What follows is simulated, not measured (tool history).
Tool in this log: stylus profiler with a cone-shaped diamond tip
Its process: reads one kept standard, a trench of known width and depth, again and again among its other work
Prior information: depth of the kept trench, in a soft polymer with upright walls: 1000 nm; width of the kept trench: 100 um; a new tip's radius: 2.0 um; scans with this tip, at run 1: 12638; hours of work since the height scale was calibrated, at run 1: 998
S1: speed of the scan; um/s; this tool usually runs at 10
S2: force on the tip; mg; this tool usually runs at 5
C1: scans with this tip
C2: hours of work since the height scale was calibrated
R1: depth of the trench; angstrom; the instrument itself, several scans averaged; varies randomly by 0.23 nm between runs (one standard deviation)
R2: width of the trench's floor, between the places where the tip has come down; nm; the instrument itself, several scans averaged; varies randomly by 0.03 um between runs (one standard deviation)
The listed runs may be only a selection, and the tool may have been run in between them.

Run 1, day 0: usual settings; C1 12638; C2 998. Result: R1 10177 angstrom, R2 93390 nm.
Run 2, day 0.592: usual settings; C1 12734; C2 1005. Result: R1 10172.4 angstrom, R2 93420 nm.
Run 3, day 1.154: usual settings; C1 12826; C2 1013. Result: R1 10172.9 angstrom, R2 93410 nm.
Run 4, day 1.65: usual settings; C1 12907; C2 1019. Result: R1 10172.4 angstrom, R2 93350 nm.
Run 5, day 2.183: usual settings but S2 4.17 mg; C1 12994; C2 1026. Result: R1 10144.6 angstrom, R2 93300 nm.
Run 6, day 2.721: usual settings but S2 4.17 mg; C1 13081; C2 1033. Result: R1 10150.4 angstrom, R2 93340 nm.
Run 7, day 3.104: usual settings; C1 13144; C2 1038. Result: R1 10173.4 angstrom, R2 93300 nm.
Run 8, day 3.462: usual settings; C1 13202; C2 1042. Result: R1 10174.2 angstrom, R2 93290 nm.
Run 9, day 3.829: usual settings; C1 13262; C2 1047. Result: R1 10174.9 angstrom, R2 93360 nm.
Run 10, day 4.125: usual settings but S2 12.9 mg; C1 13310; C2 1051. Result: R1 10352.6 angstrom, R2 93290 nm.
Run 11, day 4.633: usual settings but S2 12.9 mg; C1 13393; C2 1057. Result: R1 10352.5 angstrom, R2 93330 nm.
Run 12, day 5.033: usual settings; C1 13458; C2 1063. Result: R1 10168.6 angstrom, R2 93240 nm.
Run 13, day 5.604: usual settings but S1 20 um/s; C1 13551; C2 1070. Result: R1 10168.9 angstrom, R2 93220 nm.
Run 14, day 6.125: usual settings but S1 20 um/s; C1 13636; C2 1077. Result: R1 10175.5 angstrom, R2 93190 nm.
Run 15, day 6.446: usual settings but S1 20 um/s; C1 13688; C2 1081. Result: R1 10169.1 angstrom, R2 93180 nm.
Run 16, day 6.942: usual settings but S1 20 um/s; C1 13769; C2 1087. Result: R1 10169.7 angstrom, R2 93170 nm.
Run 17, day 7.346: usual settings but S1 20 um/s; C1 13835; C2 1092. Result: R1 10170.3 angstrom, R2 93190 nm.
Run 18, day 8.021: usual settings; C1 13945; C2 1101. Result: R1 10167.9 angstrom, R2 93190 nm.
Run 19, day 8.675: usual settings but S2 2.19 mg; C1 14051; C2 1109. Result: R1 10081.6 angstrom, R2 93150 nm.
Run 20, day 9.204: usual settings but S2 2.19 mg; C1 14138; C2 1116. Result: R1 10082.3 angstrom, R2 93120 nm.
Run 21, day 9.612: usual settings but S2 2.19 mg; C1 14204; C2 1121. Result: R1 10081.4 angstrom, R2 93080 nm.
Run 22, day 10.188: usual settings; C1 14298; C2 1129. Result: R1 10167.5 angstrom, R2 93120 nm.
Run 23, day 10.504: usual settings but S1 36 um/s; C1 14349; C2 1133. Result: R1 10165.2 angstrom, R2 93090 nm.
Run 24, day 10.883: usual settings but S1 12 um/s, S2 4.97 mg; C1 14411; C2 1138. Result: R1 10168.2 angstrom, R2 93100 nm.
Run 25, day 11.4: usual settings but S1 12 um/s, S2 4.97 mg; C1 14495; C2 1144. Result: R1 10168.1 angstrom, R2 93130 nm.
Run 26, day 11.983: usual settings but S1 4 um/s, S2 6.09 mg; C1 14591; C2 1152. Result: R1 10198.5 angstrom, R2 93060 nm.
Run 27, day 12.558: usual settings but S1 6 um/s, S2 13.45 mg; C1 14684; C2 1159. Result: R1 10364.6 angstrom, R2 93090 nm.
Run 28, day 13.183: usual settings but S1 3 um/s, S2 13.45 mg; C1 14786; C2 1167. Result: R1 10359.5 angstrom, R2 93030 nm.
Run 29, day 13.754: usual settings but S1 3 um/s, S2 13.45 mg; C1 14879; C2 1175. Result: R1 10358.8 angstrom, R2 93070 nm.
Run 30, day 14.062: usual settings but S1 3 um/s, S2 13.45 mg; C1 14929; C2 1179. Result: R1 10362.2 angstrom, R2 93050 nm.

What does the tool deliver on the next run?
Run 31, day 14.692: usual settings but S1 9 um/s, S2 2.45 mg; C1 15032; C2 1187. Result: R1 ?, R2 ?.

Run 31 produced R1 10091 angstrom, R2 92930 nm.
The same run, on a tool lacking any hidden state, would have yielded R1 10127.3 angstrom, R2 96440 nm.
